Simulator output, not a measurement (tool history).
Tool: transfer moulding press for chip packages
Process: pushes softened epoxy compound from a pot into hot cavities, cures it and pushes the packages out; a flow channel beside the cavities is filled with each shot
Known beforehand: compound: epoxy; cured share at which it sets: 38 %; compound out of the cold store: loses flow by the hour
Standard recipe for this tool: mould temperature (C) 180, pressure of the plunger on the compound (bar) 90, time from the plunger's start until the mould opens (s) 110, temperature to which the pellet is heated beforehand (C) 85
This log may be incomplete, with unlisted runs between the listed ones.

run	hour	mould temperature (C)	pressure of the plunger on the compound (bar)	time from the plunger's start until the mould opens (s)	temperature to which the pellet is heated beforehand (C)	incoming compound's hours out of the cold store	length that the compound runs in the flow channel (mm)	greatest force on the pins that push the packages out (N)
1	0	180	90	110	85	27.5	506	428
2	12.8	180	90	110	85	46.2	458	414
3	18.9	180	90	121	85	22	526	385
# hour 25.5: cavities cleaned with cleaning compound and waxed
4	29.2	180	90	121	85	11.6	556	398
5	39.2	180	90	121	85	19.3	530	378
6	47.8	180	90	110	85	25.2	509	415
7	57.9	180	90	110	85	43.6	466	417
# hour 69.3: cavities cleaned with cleaning compound and waxed
8	72	180	90	110	85	24.3	517	427
9	79.2	180	90	110	92	13.8	548	441
10	91.7	180	90	110	92	11.7	554	442
11	97.9	180	90	110	92	13.6	549	433
12	108	180	90	110	92	33.3	489	415
# hour 113.4: cavities cleaned with cleaning compound and waxed
13	118.1	180	90	110	92	38.2	481	404
14	131	183	90	110	85	28.5	494	379
15	138.1	183	92.9	110	93	46.4	452	380
16	146	183	92.9	96	77	14.4	546	486
17	151.9	180	105.4	110	85	43.5	501	418
# hour 158: cavities cleaned with cleaning compound and waxed
18	160.2	187	105.4	94	85	22	542	387
19	170.3	180	90	147	85	35.1	483	339
20	177.4	185	90	147	85	45.8	444	317
21	185.1	186	82.3	98	82	25.6	475	379
22	192.9	183	95.9	110	85	41.8	473	367
# hour 202.2: cavities cleaned with cleaning compound and waxed
# hour 206.5: plunger's sealing rings changed
23	209.5	183	95.9	110	85	39.8	482	353
24	215.1	174	95.9	139	81	18.9	573	424
25	228	187	73.6	105	81	38.4	416	338
26	237.4	173	104.2	121	94	14.9	610	617
27	245.2	173	99.3	150	94	45.3	500	400
# hour 248.8: cavities cleaned with cleaning compound and waxed
28	258.5	181	74.4	101	77	40	426	447

Forecast each of these 5 alternatives for the next run:
A	268.5	176	87.2	110	85	31.3	?	?
B	268.5	178	74.4	101	85	13	?	?
C	268.5	174	74.4	113	77	27.5	?	?
D	268.5	174	83.6	106	77	44	?	?
E	268.5	180	82.2	148	85	32.5	?	?

run	length that the compound runs in the flow channel (mm)	greatest force on the pins that push the packages out (N)
A	501	550
B	508	620
C	482	631
D	462	644
E	471	347
Without the tool's unlogged condition, the same runs would have read:
run	length that the compound runs in the flow channel (mm)	greatest force on the pins that push the packages out (N)
A	501	546
B	508	615
C	482	626
D	462	639
E	471	344
